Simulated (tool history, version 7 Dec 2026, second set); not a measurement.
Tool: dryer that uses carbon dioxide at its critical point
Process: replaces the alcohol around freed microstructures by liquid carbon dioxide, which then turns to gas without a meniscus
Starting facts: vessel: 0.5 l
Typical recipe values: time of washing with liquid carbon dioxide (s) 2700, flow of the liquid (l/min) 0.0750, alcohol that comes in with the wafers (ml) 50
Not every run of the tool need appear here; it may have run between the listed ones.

| run | hour | time of washing with liquid carbon dioxide (s) | flow of the liquid (l/min) | alcohol that comes in with the wafers (ml) | alcohol left in the vessel before it's heated (ppm by volume) |
|---|---|---|---|---|---|
| 1 | 0.0 | 2700 | 0.0750 | 50 | 401 |
| 2 | 10.5 | 2700 | 0.0750 | 50 | 413 |
| 3 | 35.2 | 2700 | 0.1133 | 50 | 61 |
|  | 58.3 | inlet filter changed |
| 4 | 58.3 | 2700 | 0.1133 | 50 | 52 |
| 5 | 78.0 | 2700 | 0.1047 | 50 | 43 |
| 6 | 97.4 | 2700 | 0.1047 | 58 | 65 |
| 7 | 118.6 | 2700 | 0.0750 | 50 | 282 |
| 8 | 130.5 | 2700 | 0.0661 | 50 | 578 |
| 9 | 148.6 | 2700 | 0.0661 | 50 | 614 |
| 10 | 159.9 | 2700 | 0.0661 | 50 | 618 |
| 11 | 174.8 | 2700 | 0.0750 | 50 | 343 |
| 12 | 188.1 | 2700 | 0.0750 | 50 | 336 |
| 13 | 201.1 | 2700 | 0.0750 | 50 | 353 |
| 14 | 214.9 | 2700 | 0.0750 | 50 | 370 |
| 15 | 237.2 | 3900 | 0.0750 | 50 | 76 |
| 16 | 261.0 | 3900 | 0.0750 | 50 | 90 |
| 17 | 285.4 | 3900 | 0.0750 | 50 | 90 |
| 18 | 308.1 | 3900 | 0.0750 | 50 | 99 |
| 19 | 321.2 | 3900 | 0.0750 | 50 | 100 |
| 20 | 340.3 | 3900 | 0.0750 | 50 | 108 |
|  | 361.1 | inlet filter changed |
| 21 | 362.0 | 2700 | 0.0750 | 50 | 308 |
| 22 | 382.9 | 2700 | 0.0501 | 50 | 2020 |
| 23 | 398.3 | 2820 | 0.0994 | 37 | 93 |
| 24 | 412.1 | 2820 | 0.0994 | 37 | 89 |
| 25 | 429.9 | 3060 | 0.0750 | 37 | 164 |
| 26 | 451.0 | 3060 | 0.0750 | 37 | 182 |
| 27 | 469.8 | 3060 | 0.0750 | 37 | 191 |
| 28 | 483.5 | 2580 | 0.0750 | 50 | 495 |
| 29 | 498.1 | 2040 | 0.0869 | 76 | 1034 |
| 30 | 512.9 | 2280 | 0.0750 | 31 | 572 |
| 31 | 524.7 | 2280 | 0.0750 | 31 | 587 |
| 32 | 545.7 | 4200 | 0.0750 | 21 | 105 |
| 33 | 568.4 | 2700 | 0.0453 | 111 | 7947 |
| 34 | 579.5 | 3480 | 0.1085 | 108 | 105 |

Forecast run 35:
| 35 | 596.2 | 3480 | 0.1085 | 108 | ? |

{"run 35": {"alcohol left in the vessel before it's heated (ppm by volume)": 116}}
Without the tool's hidden state the same run would have given alcohol left in the vessel before it's heated (ppm by volume) 8.
